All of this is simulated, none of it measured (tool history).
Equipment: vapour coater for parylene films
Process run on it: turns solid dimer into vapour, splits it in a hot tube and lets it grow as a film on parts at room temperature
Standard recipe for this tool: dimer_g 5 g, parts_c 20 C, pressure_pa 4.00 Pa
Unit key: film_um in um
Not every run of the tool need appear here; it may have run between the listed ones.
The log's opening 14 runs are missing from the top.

run 15 hour=247.1 | dimer_g=5 parts_c=14 pressure_pa=4.00 | film_um=4.83
run 16 hour=270.2 | dimer_g=5 parts_c=14 pressure_pa=4.00 | film_um=4.94
run 17 hour=288.5 | dimer_g=5 parts_c=14 pressure_pa=4.00 | film_um=4.91
run 18 hour=301.9 | dimer_g=5 parts_c=14 pressure_pa=4.00 | film_um=4.86
run 19 hour=326.4 | dimer_g=6 parts_c=20 pressure_pa=4.00 | film_um=5.36
run 20 hour=342.7 | dimer_g=5 parts_c=20 pressure_pa=4.00 | film_um=4.41
run 21 hour=356.7 | dimer_g=5 parts_c=20 pressure_pa=4.00 | film_um=4.41
run 22 hour=378.8 | dimer_g=5 parts_c=20 pressure_pa=4.00 | film_um=4.44
run 23 hour=400.4 | dimer_g=5 parts_c=20 pressure_pa=4.00 | film_um=4.37

What will run 24 give?
run 24 hour=421.0 | dimer_g=8 parts_c=15 pressure_pa=11.77 | film_um=?

film_um: 6.44 um
With the hidden condition absent and the run-to-run variation left alone, this run would have shown film_um 6.57 um.

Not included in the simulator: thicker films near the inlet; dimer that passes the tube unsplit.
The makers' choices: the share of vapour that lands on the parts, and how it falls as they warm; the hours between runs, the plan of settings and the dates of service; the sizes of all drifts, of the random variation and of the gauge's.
